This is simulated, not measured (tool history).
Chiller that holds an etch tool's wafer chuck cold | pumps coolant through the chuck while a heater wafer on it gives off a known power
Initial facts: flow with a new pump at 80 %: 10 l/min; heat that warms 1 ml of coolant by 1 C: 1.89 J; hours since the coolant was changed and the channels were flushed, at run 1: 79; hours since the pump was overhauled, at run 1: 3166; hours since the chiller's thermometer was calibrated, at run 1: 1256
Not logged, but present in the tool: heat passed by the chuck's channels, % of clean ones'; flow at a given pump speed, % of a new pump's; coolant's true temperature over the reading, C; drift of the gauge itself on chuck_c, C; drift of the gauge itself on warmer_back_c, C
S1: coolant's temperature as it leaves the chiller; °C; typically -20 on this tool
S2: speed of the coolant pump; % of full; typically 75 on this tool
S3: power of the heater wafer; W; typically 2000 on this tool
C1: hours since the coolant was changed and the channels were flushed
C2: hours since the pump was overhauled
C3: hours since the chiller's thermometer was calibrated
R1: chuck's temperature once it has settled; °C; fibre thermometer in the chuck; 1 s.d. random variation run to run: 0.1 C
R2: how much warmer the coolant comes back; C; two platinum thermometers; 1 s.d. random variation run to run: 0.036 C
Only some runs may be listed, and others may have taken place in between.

run 1 day=0.000 | S1=-20 S2=75 S3=2000 | C1=79 C2=3166 C3=1256 | R1=-4.1 R2=6.75
run 2 day=3.812 | S1=-20 S2=75 S3=2000 | C1=170 C2=3258 C3=1348 | R1=-4.1 R2=6.74
run 3 day=8.342 | S1=-19 S2=75 S3=2000 | C1=279 C2=3366 C3=1457 | R1=-3.1 R2=6.73
run 4 day=11.012 | S1=-28 S2=75 S3=2000 | C1=343 C2=3430 C3=1521 | R1=-12.1 R2=6.87
run 5 day=14.454 | S1=-28 S2=75 S3=2000 | C1=425 C2=3513 C3=1603 | R1=-12.0 R2=6.86
run 6 day=17.946 | S1=-28 S2=75 S3=2000 | C1=509 C2=3597 C3=1687 | R1=-12.1 R2=6.89
run 7 day=20.721 | S1=-20 S2=75 S3=2741 | C1=576 C2=3663 C3=1754 | R1=1.7 R2=9.36
run 8 day=25.267 | S1=-20 S2=75 S3=2741 | C1=685 C2=3772 C3=1863 | R1=1.8 R2=9.39
run 9 day=27.262 | S1=-20 S2=75 S3=2741 | C1=733 C2=3820 C3=1911 | R1=1.7 R2=9.33
run 10 day=30.679 | S1=-21 S2=75 S3=2000 | C1=815 C2=3902 C3=1993 | R1=-5.3 R2=6.84
run 11 day=34.012 | S1=-20 S2=75 S3=1795 | C1=895 C2=3982 C3=2073 | R1=-5.8 R2=6.20
run 12 day=37.754 | S1=-11 S2=75 S3=2000 | C1=985 C2=4072 C3=2163 | R1=4.9 R2=6.90
run 13 day=41.225 | S1=-11 S2=75 S3=2000 | C1=1068 C2=4155 C3=2246 | R1=4.8 R2=6.89
run 14 day=43.471 | S1=-23 S2=96 S3=2706 | C1=1122 C2=4209 C3=2300 | R1=-4.4 R2=7.32
run 15 day=45.429 | S1=-14 S2=83 S3=2900 | C1=1169 C2=4256 C3=2347 | R1=7.6 R2=9.03
run 16 day=50.108 | S1=-25 S2=75 S3=1255 | C1=1281 C2=4369 C3=2459 | R1=-15.1 R2=4.37
run 17 day=53.558 | S1=-25 S2=71 S3=2090 | C1=1364 C2=4451 C3=2542 | R1=-8.0 R2=7.61
run 18 day=57.662 | S1=-20 S2=70 S3=2660 | C1=1462 C2=4550 C3=2640 | R1=2.2 R2=9.86
run 19 day=61.638 | S1=-20 S2=75 S3=2660 | C1=1558 C2=4645 C3=2736 | R1=1.0 R2=9.22
run 20 day=63.546 | S1=-15 S2=75 S3=2000 | C1=1604 C2=4691 C3=2782 | R1=0.8 R2=7.01
run 21 day=66.238 | S1=-15 S2=75 S3=2000 | C1=1668 C2=4756 C3=2846 | R1=1.0 R2=6.92

Measured less the same run without the tool's hidden state. The same run-to-run variation is in both; the gauge's scatter may not be:
run=1 R2=+0.01
run=2 R2=+0.01
run=3 R2=+0.03
run=4 R2=+0.04
run=5 R2=+0.05
run=6 R2=+0.06
run=7 R2=+0.07
run=8 R2=+0.08
run=9 R2=+0.09
run=10 R2=+0.09
run=11 R2=+0.09
run=12 R2=+0.11
run=13 R2=+0.12
run=14 R2=+0.13
run=15 R2=+0.13
run=16 R2=+0.14
run=17 R2=+0.16
run=18 R2=+0.17
run=19 R2=+0.18
run=20 R2=+0.18
run=21 R2=+0.19
R1 without the hidden state stays within 0.1 °C of what was measured, in all runs.
